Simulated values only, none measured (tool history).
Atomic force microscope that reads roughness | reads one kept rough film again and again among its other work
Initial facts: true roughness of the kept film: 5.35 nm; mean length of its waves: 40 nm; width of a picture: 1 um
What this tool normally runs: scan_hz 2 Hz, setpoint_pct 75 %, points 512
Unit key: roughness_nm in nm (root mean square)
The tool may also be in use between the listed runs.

{"run": 1, "hour": 0.0, "scan_hz": 2, "setpoint_pct": 75, "points": 512, "roughness_nm": 4.446}
{"run": 2, "hour": 24.0, "scan_hz": 2, "setpoint_pct": 75, "points": 512, "roughness_nm": 4.233}
{"run": 3, "hour": 60.0, "scan_hz": 2, "setpoint_pct": 58, "points": 512, "roughness_nm": 4.21}
{"run": 4, "hour": 93.8, "scan_hz": 2, "setpoint_pct": 58, "points": 512, "roughness_nm": 3.969}
{"run": 5, "hour": 121.0, "scan_hz": 2, "setpoint_pct": 58, "points": 512, "roughness_nm": 4.564}
{"run": 6, "hour": 155.7, "scan_hz": 2.56, "setpoint_pct": 75, "points": 512, "roughness_nm": 3.918}
{"run": 7, "hour": 180.9, "scan_hz": 2, "setpoint_pct": 55, "points": 512, "roughness_nm": 4.083}
{"run": 8, "hour": 200.3, "scan_hz": 2, "setpoint_pct": 75, "points": 512, "roughness_nm": 4.443}
{"run": 9, "hour": 219.1, "scan_hz": 2, "setpoint_pct": 75, "points": 512, "roughness_nm": 4.276}
{"run": 10, "hour": 244.5, "scan_hz": 2, "setpoint_pct": 75, "points": 512, "roughness_nm": 4.138}
{"run": 11, "hour": 270.0, "scan_hz": 1.15, "setpoint_pct": 75, "points": 512, "roughness_nm": 4.039}
{"run": 12, "hour": 287.8, "scan_hz": 1.15, "setpoint_pct": 75, "points": 512, "roughness_nm": 3.989}
{"run": 13, "hour": 308.4, "scan_hz": 1.8, "setpoint_pct": 75, "points": 512, "roughness_nm": 4.359}
{"run": 14, "hour": 328.4, "scan_hz": 1.8, "setpoint_pct": 75, "points": 512, "roughness_nm": 4.254}
{"run": 15, "hour": 345.9, "scan_hz": 1.8, "setpoint_pct": 75, "points": 512, "roughness_nm": 4.13}
{"run": 16, "hour": 375.4, "scan_hz": 1.8, "setpoint_pct": 75, "points": 512, "roughness_nm": 3.92}
{"run": 17, "hour": 411.5, "scan_hz": 1.8, "setpoint_pct": 75, "points": 512, "roughness_nm": 4.345}
{"run": 18, "hour": 445.8, "scan_hz": 1.8, "setpoint_pct": 75, "points": 512, "roughness_nm": 4.086}
{"run": 19, "hour": 472.7, "scan_hz": 1.8, "setpoint_pct": 75, "points": 512, "roughness_nm": 3.907}
{"run": 20, "hour": 496.5, "scan_hz": 1.8, "setpoint_pct": 75, "points": 512, "roughness_nm": 4.517}
{"run": 21, "hour": 521.9, "scan_hz": 1.8, "setpoint_pct": 75, "points": 512, "roughness_nm": 4.295}
{"run": 22, "hour": 547.4, "scan_hz": 1.8, "setpoint_pct": 75, "points": 512, "roughness_nm": 4.053}
{"run": 23, "hour": 564.8, "scan_hz": 2, "setpoint_pct": 73, "points": 512, "roughness_nm": 3.973}
{"run": 24, "hour": 580.4, "scan_hz": 2, "setpoint_pct": 75, "points": 303, "roughness_nm": 3.84}
{"run": 25, "hour": 605.4, "scan_hz": 2, "setpoint_pct": 75, "points": 303, "roughness_nm": 4.365}
{"run": 26, "hour": 622.5, "scan_hz": 2, "setpoint_pct": 75, "points": 512, "roughness_nm": 4.238}
{"run": 27, "hour": 646.8, "scan_hz": 2, "setpoint_pct": 78, "points": 525, "roughness_nm": 3.951}
{"run": 28, "hour": 679.7, "scan_hz": 2.99, "setpoint_pct": 78, "points": 512, "roughness_nm": 3.568}
{"run": 29, "hour": 714.8, "scan_hz": 2.99, "setpoint_pct": 78, "points": 300, "roughness_nm": 3.989}
{"run": 30, "hour": 734.3, "scan_hz": 0.95, "setpoint_pct": 83, "points": 536, "roughness_nm": 4.232}
{"run": 31, "hour": 763.1, "scan_hz": 0.52, "setpoint_pct": 83, "points": 335, "roughness_nm": 4.161}
{"run": 32, "hour": 796.1, "scan_hz": 0.52, "setpoint_pct": 83, "points": 335, "roughness_nm": 4.647}
{"run": 33, "hour": 828.2, "scan_hz": 0.52, "setpoint_pct": 83, "points": 335, "roughness_nm": 4.433}
{"run": 34, "hour": 844.6, "scan_hz": 2.18, "setpoint_pct": 86, "points": 482, "roughness_nm": 3.784}
{"run": 35, "hour": 880.2, "scan_hz": 0.87, "setpoint_pct": 77, "points": 404, "roughness_nm": 4.048}
{"run": 36, "hour": 900.9, "scan_hz": 1.56, "setpoint_pct": 75, "points": 404, "roughness_nm": 4.501}
{"run": 37, "hour": 932.8, "scan_hz": 1.56, "setpoint_pct": 75, "points": 404, "roughness_nm": 4.133}
{"run": 38, "hour": 950.7, "scan_hz": 2.56, "setpoint_pct": 62, "points": 507, "roughness_nm": 4.091}
{"run": 39, "hour": 976.6, "scan_hz": 1.05, "setpoint_pct": 87, "points": 770, "roughness_nm": 3.762}
{"run": 40, "hour": 995.0, "scan_hz": 1.05, "setpoint_pct": 66, "points": 770, "roughness_nm": 4.643}
{"run": 41, "hour": 1025.1, "scan_hz": 2.22, "setpoint_pct": 56, "points": 770, "roughness_nm": 4.359}
{"run": 42, "hour": 1059.4, "scan_hz": 2.22, "setpoint_pct": 56, "points": 770, "roughness_nm": 4.132}
{"run": 43, "hour": 1093.3, "scan_hz": 2, "setpoint_pct": 75, "points": 408, "roughness_nm": 4.334}
{"run": 44, "hour": 1125.4, "scan_hz": 2, "setpoint_pct": 75, "points": 408, "roughness_nm": 4.105}
{"run": 45, "hour": 1161.1, "scan_hz": 2, "setpoint_pct": 75, "points": 408, "roughness_nm": 3.861}
{"run": 46, "hour": 1194.8, "scan_hz": 2, "setpoint_pct": 72, "points": 373, "roughness_nm": 4.377}
{"run": 47, "hour": 1227.5, "scan_hz": 3.35, "setpoint_pct": 62, "points": 302, "roughness_nm": 4.131}
{"run": 48, "hour": 1258.4, "scan_hz": 3.35, "setpoint_pct": 62, "points": 302, "roughness_nm": 3.929}
{"run": 49, "hour": 1277.6, "scan_hz": 2, "setpoint_pct": 73, "points": 446, "roughness_nm": 3.764}
{"run": 50, "hour": 1305.6, "scan_hz": 1.73, "setpoint_pct": 63, "points": 332, "roughness_nm": 4.385}
{"run": 51, "hour": 1330.6, "scan_hz": 1.73, "setpoint_pct": 63, "points": 332, "roughness_nm": 4.216}
{"run": 52, "hour": 1351.4, "scan_hz": 3.82, "setpoint_pct": 80, "points": 973, "roughness_nm": 3.403}

Not shown here: 15 entries made in the log between runs. Locate each between two listed runs and compare the hidden state at the listed run before it with the hidden state at the listed run after it:
In the gap between runs 4 and 5: new tip fitted (hour 97.2)
  radius of the tip, nm: 24.5 -> 11.4; height scale over the true one, %: 1.06 -> 1.08
  what was measured, less what the result would be without the hidden state, roughness_nm: -0.786 -> -0.19 nm (root mean square)
In the gap between runs 7 and 8: new tip fitted (hour 196.9)
  radius of the tip, nm: 21.5 -> 7.8; height scale over the true one, %: 1.13 -> 1.14
  what was measured, less what the result would be without the hidden state, roughness_nm: -0.662 -> +0.005 nm (root mean square)
In the gap between runs 12 and 13: new tip fitted (hour 296.3)
  radius of the tip, nm: 22 -> 9.5; height scale over the true one, %: 1.22 -> 1.23
  what was measured, less what the result would be without the hidden state, roughness_nm: -0.669 -> -0.077 nm (root mean square)
In the gap between runs 16 and 17: new tip fitted (hour 393.3)
  radius of the tip, nm: 20.4 -> 10.9; height scale over the true one, %: 1.29 -> 1.32
  what was measured, less what the result would be without the hidden state, roughness_nm: -0.574 -> -0.145 nm (root mean square)
In the gap between runs 19 and 20: new tip fitted (hour 491.8)
  radius of the tip, nm: 20.7 -> 7.9; height scale over the true one, %: 1.37 -> 1.39
  what was measured, less what the result would be without the hidden state, roughness_nm: -0.587 -> +0.015 nm (root mean square)
In the gap between runs 24 and 25: new tip fitted (hour 590.5)
  radius of the tip, nm: 21.5 -> 9.7; height scale over the true one, %: 1.45 -> 1.48
  what was measured, less what the result would be without the hidden state, roughness_nm: -0.611 -> -0.077 nm (root mean square)
In the gap between runs 28 and 29: new tip fitted (hour 688.8)
  radius of the tip, nm: 22.4 -> 11.6; height scale over the true one, %: 1.54 -> 1.56
  what was measured, less what the result would be without the hidden state, roughness_nm: -0.6 -> -0.157 nm (root mean square)
In the gap between runs 31 and 32: new tip fitted (hour 786.9)
  radius of the tip, nm: 19.8 -> 8.9; height scale over the true one, %: 1.61 -> 1.63
  what was measured, less what the result would be without the hidden state, roughness_nm: -0.566 -> -0.03 nm (root mean square)
In the gap between runs 33 and 34: height scale calibrated on a step standard (hour 830.9)
  radius of the tip, nm: 13.9 -> 16.3; height scale over the true one, %: 1.66 -> 2.62
  what was measured, less what the result would be without the hidden state, roughness_nm: -0.289 -> -0.317 nm (root mean square)
In the gap between runs 35 and 36: new tip fitted (hour 885.8)
  radius of the tip, nm: 22.1 -> 9.6; height scale over the true one, %: 2.65 -> 2.66
  what was measured, less what the result would be without the hidden state, roughness_nm: -0.616 -> -0.019 nm (root mean square)
In the gap between runs 36 and 37: height scale calibrated on a step standard, once more (hour 930.8)
  radius of the tip, nm: 9.6 -> 14.7; height scale over the true one, %: 2.66 -> -0.08
  what was measured, less what the result would be without the hidden state, roughness_nm: -0.019 -> -0.388 nm (root mean square)
In the gap between runs 39 and 40: new tip fitted (hour 985.8)
  radius of the tip, nm: 22.4 -> 8.8; height scale over the true one, %: -0.05 -> -0.03
  what was measured, less what the result would be without the hidden state, roughness_nm: -0.701 -> -0.101 nm (root mean square)
In the gap between runs 42 and 43: new tip fitted (hour 1085.5)
  radius of the tip, nm: 19.9 -> 8.8; height scale over the true one, %: 0.02 -> 0.05
  what was measured, less what the result would be without the hidden state, roughness_nm: -0.644 -> -0.092 nm (root mean square)
In the gap between runs 45 and 46: new tip fitted (hour 1183.6)
  radius of the tip, nm: 19.7 -> 9.2; height scale over the true one, %: 0.11 -> 0.14
  what was measured, less what the result would be without the hidden state, roughness_nm: -0.589 -> -0.108 nm (root mean square)
In the gap between runs 49 and 50: new tip fitted (hour 1281)
  radius of the tip, nm: 23 -> 12.1; height scale over the true one, %: 0.2 -> 0.22
  what was measured, less what the result would be without the hidden state, roughness_nm: -0.717 -> -0.258 nm (root mean square)

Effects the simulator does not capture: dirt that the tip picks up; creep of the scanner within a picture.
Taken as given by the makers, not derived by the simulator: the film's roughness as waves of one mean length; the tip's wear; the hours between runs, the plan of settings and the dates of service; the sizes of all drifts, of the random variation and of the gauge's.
